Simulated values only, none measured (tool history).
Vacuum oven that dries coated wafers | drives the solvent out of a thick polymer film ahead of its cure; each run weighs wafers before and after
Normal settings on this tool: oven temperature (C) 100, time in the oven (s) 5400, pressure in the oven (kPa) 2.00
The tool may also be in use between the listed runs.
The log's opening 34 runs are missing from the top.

| run | day | oven temperature (C) | time in the oven (s) | pressure in the oven (kPa) | solvent left in the film (%) |
|---|---|---|---|---|---|
| 35 | 22.583 | 87 | 2940 | 7.43 | 10.16 |
| 36 | 23.442 | 87 | 9240 | 7.43 | 8.33 |
| 37 | 24.225 | 87 | 9240 | 7.43 | 8.49 |
| 38 | 24.738 | 97 | 5100 | 3.78 | 5.40 |
| 39 | 25.200 | 97 | 5100 | 3.78 | 5.35 |
| 40 | 25.938 | 103 | 6960 | 2.00 | 2.28 |
| 41 | 26.654 | 103 | 6960 | 2.00 | 2.28 |
| 42 | 27.458 | 100 | 5400 | 2.30 | 3.85 |
| 43 | 27.900 | 106 | 4800 | 2.00 | 2.65 |
| 44 | 28.433 | 105 | 4500 | 3.54 | 3.68 |
| 45 | 28.833 | 100 | 3000 | 2.00 | 5.57 |
| 46 | 29.554 | 100 | 4320 | 1.25 | 4.05 |
| 47 | 30.067 | 85 | 5400 | 2.25 | 7.28 |
| 48 | 30.942 | 85 | 5400 | 2.25 | 7.26 |

Forecast each of these 3 alternatives for the next run:
| A | 31.692 | 110 | 5820 | 6.20 | ? |
| B | 31.692 | 94 | 5400 | 4.58 | ? |
| C | 31.692 | 113 | 6060 | 2.00 | ? |

| run | solvent left in the film (%) |
|---|---|
| A | 3.10 |
| B | 6.30 |
| C | 1.05 |
With the hidden condition removed and each run's random variation left untouched, the same runs would have given:
| run | solvent left in the film (%) |
|---|---|
| A | 3.12 |
| B | 6.34 |
| C | 1.06 |
